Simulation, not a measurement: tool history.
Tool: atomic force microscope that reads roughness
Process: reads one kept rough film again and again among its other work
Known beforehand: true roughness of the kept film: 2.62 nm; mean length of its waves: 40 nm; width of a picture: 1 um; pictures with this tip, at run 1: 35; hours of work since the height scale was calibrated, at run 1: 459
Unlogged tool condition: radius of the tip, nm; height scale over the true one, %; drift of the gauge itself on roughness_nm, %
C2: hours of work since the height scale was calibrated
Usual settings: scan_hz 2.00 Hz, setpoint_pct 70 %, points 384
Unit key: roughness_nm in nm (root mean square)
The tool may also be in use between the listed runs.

run 1 hour=0.0 | scan_hz=2.00 setpoint_pct=70 points=384 | pictures_with_this_tip=35 C2=459 | roughness_nm=2.165
run 2 hour=10.4 | scan_hz=2.00 setpoint_pct=70 points=384 | pictures_with_this_tip=50 C2=465 | roughness_nm=2.156
run 3 hour=19.2 | scan_hz=2.00 setpoint_pct=57 points=384 | pictures_with_this_tip=63 C2=471 | roughness_nm=2.256
run 4 hour=37.1 | scan_hz=2.00 setpoint_pct=70 points=384 | pictures_with_this_tip=88 C2=482 | roughness_nm=2.081
run 5 hour=52.3 | scan_hz=2.00 setpoint_pct=70 points=384 | pictures_with_this_tip=110 C2=492 | roughness_nm=2.033
-- hour=60.5 new tip fitted
run 6 hour=62.3 | scan_hz=2.00 setpoint_pct=70 points=491 | pictures_with_this_tip=3 C2=498 | roughness_nm=2.256
run 7 hour=72.5 | scan_hz=2.00 setpoint_pct=70 points=491 | pictures_with_this_tip=17 C2=504 | roughness_nm=2.221
run 8 hour=90.5 | scan_hz=3.61 setpoint_pct=70 points=491 | pictures_with_this_tip=43 C2=515 | roughness_nm=2.028
run 9 hour=103.9 | scan_hz=3.61 setpoint_pct=70 points=491 | pictures_with_this_tip=63 C2=524 | roughness_nm=1.985
run 10 hour=122.6 | scan_hz=3.61 setpoint_pct=70 points=491 | pictures_with_this_tip=90 C2=535 | roughness_nm=1.936
run 11 hour=138.4 | scan_hz=3.61 setpoint_pct=60 points=491 | pictures_with_this_tip=112 C2=545 | roughness_nm=2.043
-- hour=146.2 new tip fitted
run 12 hour=154.5 | scan_hz=0.78 setpoint_pct=70 points=384 | pictures_with_this_tip=12 C2=555 | roughness_nm=2.341
run 13 hour=165.8 | scan_hz=2.00 setpoint_pct=70 points=384 | pictures_with_this_tip=28 C2=562 | roughness_nm=2.194
run 14 hour=178.4 | scan_hz=2.00 setpoint_pct=70 points=384 | pictures_with_this_tip=46 C2=570 | roughness_nm=2.155
run 15 hour=193.9 | scan_hz=2.00 setpoint_pct=84 points=384 | pictures_with_this_tip=69 C2=580 | roughness_nm=1.932
run 16 hour=206.4 | scan_hz=2.00 setpoint_pct=84 points=384 | pictures_with_this_tip=87 C2=588 | roughness_nm=1.901
run 17 hour=217.8 | scan_hz=2.00 setpoint_pct=75 points=977 | pictures_with_this_tip=103 C2=595 | roughness_nm=1.998
-- hour=230.9 new tip fitted
run 18 hour=237.1 | scan_hz=2.00 setpoint_pct=75 points=977 | pictures_with_this_tip=9 C2=607 | roughness_nm=2.149
run 19 hour=246.1 | scan_hz=1.01 setpoint_pct=65 points=390 | pictures_with_this_tip=22 C2=612 | roughness_nm=2.330
run 20 hour=264.8 | scan_hz=1.01 setpoint_pct=65 points=390 | pictures_with_this_tip=49 C2=624 | roughness_nm=2.265
run 21 hour=276.6 | scan_hz=1.01 setpoint_pct=65 points=390 | pictures_with_this_tip=66 C2=632 | roughness_nm=2.233
run 22 hour=289.4 | scan_hz=1.01 setpoint_pct=65 points=390 | pictures_with_this_tip=84 C2=640 | roughness_nm=2.200
run 23 hour=297.8 | scan_hz=0.56 setpoint_pct=86 points=495 | pictures_with_this_tip=96 C2=645 | roughness_nm=2.152
run 24 hour=314.2 | scan_hz=1.60 setpoint_pct=86 points=291 | pictures_with_this_tip=120 C2=655 | roughness_nm=1.883
-- hour=316.3 new tip fitted
run 25 hour=330.3 | scan_hz=1.04 setpoint_pct=78 points=506 | pictures_with_this_tip=20 C2=665 | roughness_nm=2.246
run 26 hour=340.7 | scan_hz=2.00 setpoint_pct=59 points=323 | pictures_with_this_tip=35 C2=671 | roughness_nm=2.259
run 27 hour=351.6 | scan_hz=1.67 setpoint_pct=60 points=407 | pictures_with_this_tip=51 C2=678 | roughness_nm=2.251
run 28 hour=364.0 | scan_hz=0.59 setpoint_pct=65 points=384 | pictures_with_this_tip=69 C2=686 | roughness_nm=2.248
run 29 hour=375.1 | scan_hz=0.59 setpoint_pct=65 points=384 | pictures_with_this_tip=85 C2=693 | roughness_nm=2.235
run 30 hour=385.7 | scan_hz=2.00 setpoint_pct=58 points=563 | pictures_with_this_tip=100 C2=700 | roughness_nm=2.171
-- hour=401.8 new tip fitted
run 31 hour=402.6 | scan_hz=2.58 setpoint_pct=58 points=401 | pictures_with_this_tip=1 C2=710 | roughness_nm=2.322

Selected run-to-run steps in roughness_nm, each split into two signed amounts: the part the tool would show with no hidden state at all (from settings, incoming material and random variation), and the remainder, which goes to the hidden state together with any gauge scatter not common to the measured and the hidden-state-free results:
Run 5 -> 6: points 384 -> 491, new tip fitted. roughness_nm +0.223 nm (root mean square): hidden state +0.206, all else +0.017.
Run 11 -> 12: scan_hz 3.61 -> 0.78, setpoint_pct 60 -> 70, points 491 -> 384, new tip fitted. roughness_nm +0.298 nm (root mean square): hidden state +0.185, all else +0.113.
Run 23 -> 24: scan_hz 0.56 -> 1.60, points 495 -> 291. roughness_nm -0.269 nm (root mean square): hidden state -0.020, all else -0.249.
Run 24 -> 25: scan_hz 1.60 -> 1.04, setpoint_pct 86 -> 78, points 291 -> 506, new tip fitted. roughness_nm +0.363 nm (root mean square): hidden state +0.177, all else +0.186.
Run 30 -> 31: scan_hz 2.00 -> 2.58, points 563 -> 401, new tip fitted. roughness_nm +0.151 nm (root mean square): hidden state +0.207, all else -0.056.
